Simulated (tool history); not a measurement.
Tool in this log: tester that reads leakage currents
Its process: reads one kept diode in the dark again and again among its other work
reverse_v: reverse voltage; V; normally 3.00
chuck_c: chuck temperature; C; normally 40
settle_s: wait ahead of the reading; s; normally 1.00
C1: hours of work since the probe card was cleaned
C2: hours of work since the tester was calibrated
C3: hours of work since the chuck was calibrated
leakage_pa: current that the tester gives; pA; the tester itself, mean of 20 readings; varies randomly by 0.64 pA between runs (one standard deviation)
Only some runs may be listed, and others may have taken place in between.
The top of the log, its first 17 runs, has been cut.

{"run": 18, "hour": 1368.8, "reverse_v": 3.0, "chuck_c": 40, "settle_s": 0.53, "C1": 2418, "C2": 479, "C3": 96, "leakage_pa": 216.38}
{"run": 19, "hour": 1469.8, "reverse_v": 3.0, "chuck_c": 40, "settle_s": 0.53, "C1": 2477, "C2": 539, "C3": 156, "leakage_pa": 218.51}
{"run": 20, "hour": 1569.7, "reverse_v": 3.0, "chuck_c": 21, "settle_s": 1.0, "C1": 2536, "C2": 598, "C3": 215, "leakage_pa": 51.22}
{"run": 21, "hour": 1628.5, "reverse_v": 1.7, "chuck_c": 25, "settle_s": 1.59, "C1": 2571, "C2": 633, "C3": 249, "leakage_pa": 54.04}
{"run": 22, "hour": 1695.6, "reverse_v": 3.0, "chuck_c": 41, "settle_s": 3.94, "C1": 2611, "C2": 672, "C3": 289, "leakage_pa": 234.91}
{"run": 23, "hour": 1751.6, "reverse_v": 7.03, "chuck_c": 40, "settle_s": 1.0, "C1": 2644, "C2": 705, "C3": 322, "leakage_pa": 312.54}
{"run": 24, "hour": 1816.2, "reverse_v": 5.44, "chuck_c": 33, "settle_s": 0.68, "C1": 2682, "C2": 743, "C3": 360, "leakage_pa": 168.19}
{"run": 25, "hour": 1893.7, "reverse_v": 5.44, "chuck_c": 27, "settle_s": 0.68, "C1": 2728, "C2": 789, "C3": 406, "leakage_pa": 108.88}
{"run": 26, "hour": 2000.0, "reverse_v": 4.77, "chuck_c": 49, "settle_s": 1.0, "C1": 2790, "C2": 852, "C3": 469, "leakage_pa": 514.4}
{"run": 27, "hour": 2075.2, "reverse_v": 9.1, "chuck_c": 23, "settle_s": 1.15, "C1": 2835, "C2": 896, "C3": 513, "leakage_pa": 104.8}
{"run": 28, "hour": 2148.0, "reverse_v": 9.1, "chuck_c": 23, "settle_s": 1.15, "C1": 2878, "C2": 939, "C3": 556, "leakage_pa": 105.18}
{"run": 29, "hour": 2226.8, "reverse_v": 9.1, "chuck_c": 23, "settle_s": 1.15, "C1": 2924, "C2": 986, "C3": 603, "leakage_pa": 106.04}
{"run": 30, "hour": 2340.1, "reverse_v": 9.1, "chuck_c": 23, "settle_s": 1.15, "C1": 2991, "C2": 1053, "C3": 669, "leakage_pa": 106.56}
{"run": 31, "hour": 2433.8, "reverse_v": 4.55, "chuck_c": 53, "settle_s": 1.0, "C1": 3046, "C2": 1108, "C3": 725, "leakage_pa": 672.16}
{"run": 32, "hour": 2489.8, "reverse_v": 3.0, "chuck_c": 40, "settle_s": 3.26, "C1": 3079, "C2": 1141, "C3": 758, "leakage_pa": 223.86}
{"run": 33, "hour": 2571.7, "reverse_v": 3.8, "chuck_c": 22, "settle_s": 1.0, "C1": 3128, "C2": 1189, "C3": 806, "leakage_pa": 64.84}
{"hour": 2640.4, "done": "probe card cleaned and baked"}
{"run": 34, "hour": 2676.2, "reverse_v": 3.8, "chuck_c": 22, "settle_s": 1.0, "C1": 21, "C2": 1249, "C3": 866, "leakage_pa": 56.96}
{"run": 35, "hour": 2731.5, "reverse_v": 3.8, "chuck_c": 22, "settle_s": 1.0, "C1": 54, "C2": 1282, "C3": 899, "leakage_pa": 56.91}
{"run": 36, "hour": 2783.2, "reverse_v": 1.78, "chuck_c": 22, "settle_s": 0.36, "C1": 84, "C2": 1312, "C3": 929, "leakage_pa": 42.63}
{"run": 37, "hour": 2857.7, "reverse_v": 2.32, "chuck_c": 47, "settle_s": 3.17, "C1": 128, "C2": 1356, "C3": 973, "leakage_pa": 333.45}
{"run": 38, "hour": 2915.2, "reverse_v": 3.0, "chuck_c": 28, "settle_s": 1.0, "C1": 162, "C2": 1390, "C3": 1007, "leakage_pa": 85.19}
{"run": 39, "hour": 2983.3, "reverse_v": 3.0, "chuck_c": 46, "settle_s": 1.0, "C1": 202, "C2": 1431, "C3": 1047, "leakage_pa": 345.88}

Branching from run 39: 4 alternative next runs. What would each branch give?
{"run": "A", "hour": 3034.2, "reverse_v": 3.0, "chuck_c": 24, "settle_s": 1.0, "C1": 232, "C2": 1461, "C3": 1077, "leakage_pa": "?"}
{"run": "B", "hour": 3034.2, "reverse_v": 6.29, "chuck_c": 21, "settle_s": 0.33, "C1": 232, "C2": 1461, "C3": 1077, "leakage_pa": "?"}
{"run": "C", "hour": 3034.2, "reverse_v": 3.0, "chuck_c": 38, "settle_s": 1.0, "C1": 232, "C2": 1461, "C3": 1077, "leakage_pa": "?"}
{"run": "D", "hour": 3034.2, "reverse_v": 2.77, "chuck_c": 46, "settle_s": 1.62, "C1": 232, "C2": 1461, "C3": 1077, "leakage_pa": "?"}

run=A leakage_pa=61.92
run=B leakage_pa=67.92
run=C leakage_pa=189.67
run=D leakage_pa=337.33
With the hidden condition removed and each run's random variation left untouched, the same runs would have given:
run=A leakage_pa=58.61
run=B leakage_pa=63.89
run=C leakage_pa=181.11
run=D leakage_pa=323.08
